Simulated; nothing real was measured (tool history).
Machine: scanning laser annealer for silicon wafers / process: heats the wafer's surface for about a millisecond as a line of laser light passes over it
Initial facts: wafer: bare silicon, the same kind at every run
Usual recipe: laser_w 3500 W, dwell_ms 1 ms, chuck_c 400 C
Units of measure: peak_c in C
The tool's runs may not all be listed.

| run | day | laser_w | dwell_ms | chuck_c | peak_c |
|---|---|---|---|---|---|
| 1 | 0 | 3500 | 1 | 400 | 1210 |
| 2 | 0.433 | 3500 | 1 | 400 | 1208 |
| 3 | 0.908 | 3500 | 1 | 400 | 1207 |
| 4 | 1.371 | 3500 | 1 | 400 | 1207 |
| 5 | 1.742 | 3301 | 1 | 400 | 1155 |
| 6 | 2.238 | 3500 | 0.85 | 400 | 1142 |
| 7 | 2.521 | 3500 | 1 | 400 | 1205 |
| 8 | 2.946 | 3500 | 1 | 400 | 1206 |
| 9 | 3.338 | 3500 | 1 | 400 | 1204 |
| 10 | 3.825 | 3500 | 1 | 400 | 1199 |
| 11 | 4.208 | 3500 | 1 | 400 | 1203 |
| 12 | 4.475 | 3500 | 1 | 400 | 1201 |
| 13 | 4.967 | 3500 | 1 | 400 | 1203 |
| 14 | 5.4 | 3500 | 1 | 400 | 1202 |
| 15 | 5.883 | 3500 | 1 | 400 | 1202 |
| 16 | 6.292 | 3500 | 1 | 400 | 1198 |
| 17 | 6.592 | 3043 | 0.97 | 400 | 1074 |
| 18 | 7.042 | 3043 | 0.97 | 400 | 1074 |
| 19 | 7.458 | 3500 | 1.14 | 376 | 1229 |
|  | 7.608 | laser's power meter calibrated |
| 20 | 7.829 | 3694 | 0.9 | 393 | 1201 |
| 21 | 8.262 | 3500 | 1.19 | 415 | 1295 |
| 22 | 8.512 | 3500 | 1.19 | 415 | 1289 |
|  | 8.879 | laser's power meter calibrated, once more |
| 23 | 9.175 | 3500 | 1.16 | 369 | 1227 |
| 24 | 9.5 | 3500 | 1.16 | 369 | 1225 |
| 25 | 10.004 | 3500 | 1.14 | 417 | 1267 |
| 26 | 10.242 | 3819 | 1.14 | 381 | 1320 |
| 27 | 10.546 | 3203 | 1.14 | 381 | 1148 |
| 28 | 10.779 | 3318 | 1 | 400 | 1145 |
| 29 | 11.217 | 3441 | 1 | 400 | 1177 |

Here are 3 independent what-if runs from the current tool condition. What would each one return?
| A | 11.633 | 3448 | 1 | 400 | ? |
| B | 11.633 | 3619 | 1.1 | 434 | ? |
| C | 11.633 | 3045 | 0.76 | 400 | ? |

| run | peak_c |
|---|---|
| A | 1178 |
| B | 1296 |
| C | 987 |
With no hidden state in the tool, these same runs would have given:
| run | peak_c |
|---|---|
| A | 1236 |
| B | 1360 |
| C | 1031 |
